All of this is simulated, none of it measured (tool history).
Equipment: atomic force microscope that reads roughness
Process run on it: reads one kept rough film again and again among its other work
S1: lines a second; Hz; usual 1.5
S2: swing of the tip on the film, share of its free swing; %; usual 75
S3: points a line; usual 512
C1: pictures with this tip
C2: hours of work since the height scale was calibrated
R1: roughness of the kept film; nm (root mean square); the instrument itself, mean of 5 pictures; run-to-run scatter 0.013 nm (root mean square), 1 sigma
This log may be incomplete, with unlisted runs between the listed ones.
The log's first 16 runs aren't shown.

run 17 hour=219.9 | S1=1.5 S2=85 S3=723 | C1=85 C2=366 | R1=2.987
run 18 hour=235.1 | S1=1.5 S2=85 S3=723 | C1=118 C2=375 | R1=2.996
run 19 hour=243.1 | S1=1.5 S2=85 S3=723 | C1=135 C2=380 | R1=2.962
run 20 hour=258.7 | S1=1.5 S2=75 S3=512 | C1=168 C2=390 | R1=3.087
run 21 hour=274.5 | S1=1.5 S2=75 S3=512 | C1=202 C2=400 | R1=3.069
run 22 hour=293 | S1=1.5 S2=67 S3=512 | C1=242 C2=412 | R1=3.106
run 23 hour=309.8 | S1=0.54 S2=75 S3=512 | C1=278 C2=423 | R1=3.186
run 24 hour=323.4 | S1=0.54 S2=75 S3=512 | C1=307 C2=431 | R1=3.151
run 25 hour=332.9 | S1=3.52 S2=75 S3=512 | C1=327 C2=437 | R1=2.788
-- hour=336.4 new tip fitted
run 26 hour=348.3 | S1=3.52 S2=75 S3=727 | C1=26 C2=447 | R1=2.867
run 27 hour=367.1 | S1=3.52 S2=75 S3=727 | C1=66 C2=459 | R1=2.876
run 28 hour=381.5 | S1=3.21 S2=75 S3=357 | C1=97 C2=468 | R1=2.9

Run 29 has not been measured yet. What should we expect?
run 29 hour=398.2 | S1=3.63 S2=58 S3=520 | C1=133 C2=479 | R1=?

Run 29 produced R1 3.129 nm (root mean square).
Were there no unlogged condition in the tool, this run, its random variation unchanged, would have produced R1 3.145 nm (root mean square).
